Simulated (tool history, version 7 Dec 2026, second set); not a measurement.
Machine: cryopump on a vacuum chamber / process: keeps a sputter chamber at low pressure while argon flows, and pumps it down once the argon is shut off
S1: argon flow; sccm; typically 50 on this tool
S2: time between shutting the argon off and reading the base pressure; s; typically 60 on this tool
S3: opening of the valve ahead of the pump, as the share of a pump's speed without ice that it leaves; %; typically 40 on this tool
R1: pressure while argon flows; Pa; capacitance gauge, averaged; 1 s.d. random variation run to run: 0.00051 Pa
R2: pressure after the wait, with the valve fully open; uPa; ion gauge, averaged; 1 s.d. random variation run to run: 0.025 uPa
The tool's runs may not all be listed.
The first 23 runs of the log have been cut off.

run 24 hour=581.6 | S1=72 S2=203 S3=35 | R1=0.1490 R2=0.57
run 25 hour=618.2 | S1=51 S2=35 S3=38 | R1=0.0983 R2=1.87
run 26 hour=647.6 | S1=51 S2=232 S3=23 | R1=0.1601 R2=0.60
run 27 hour=676.5 | S1=43 S2=21 S3=19 | R1=0.1608 R2=3.03
run 28 hour=695.9 | S1=43 S2=53 S3=38 | R1=0.0818 R2=1.42
run 29 hour=721.1 | S1=43 S2=53 S3=38 | R1=0.0838 R2=1.43
run 30 hour=747.1 | S1=39 S2=82 S3=40 | R1=0.0717 R2=1.01
run 31 hour=768.5 | S1=50 S2=35 S3=40 | R1=0.0919 R2=1.96
run 32 hour=784.4 | S1=68 S2=20 S3=40 | R1=0.1258 R2=3.25
run 33 hour=801.9 | S1=22 S2=20 S3=30 | R1=0.0532 R2=3.24
run 34 hour=833.5 | S1=68 S2=37 S3=45 | R1=0.1144 R2=1.89

Each row is a separate what-if for the run after 34, all from the same tool condition, not one after another. Results?
run A hour=856.8 | S1=59 S2=91 S3=57 | R1=? R2=?
run B hour=856.8 | S1=48 S2=37 S3=40 | R1=? R2=?
run C hour=856.8 | S1=26 S2=22 S3=40 | R1=? R2=?
run D hour=856.8 | S1=83 S2=84 S3=40 | R1=? R2=?
run E hour=856.8 | S1=24 S2=37 S3=22 | R1=? R2=?

run=A R1=0.0786 R2=1.04
run=B R1=0.0893 R2=1.88
run=C R1=0.0492 R2=2.99
run=D R1=0.1541 R2=1.10
run=E R1=0.0786 R2=1.93
Take away the tool's hidden state, keep each run's random variation, and the runs would have read:
run=A R1=0.0713 R2=0.75
run=B R1=0.0834 R2=1.59
run=C R1=0.0460 R2=2.70
run=D R1=0.1439 R2=0.80
run=E R1=0.0756 R2=1.64
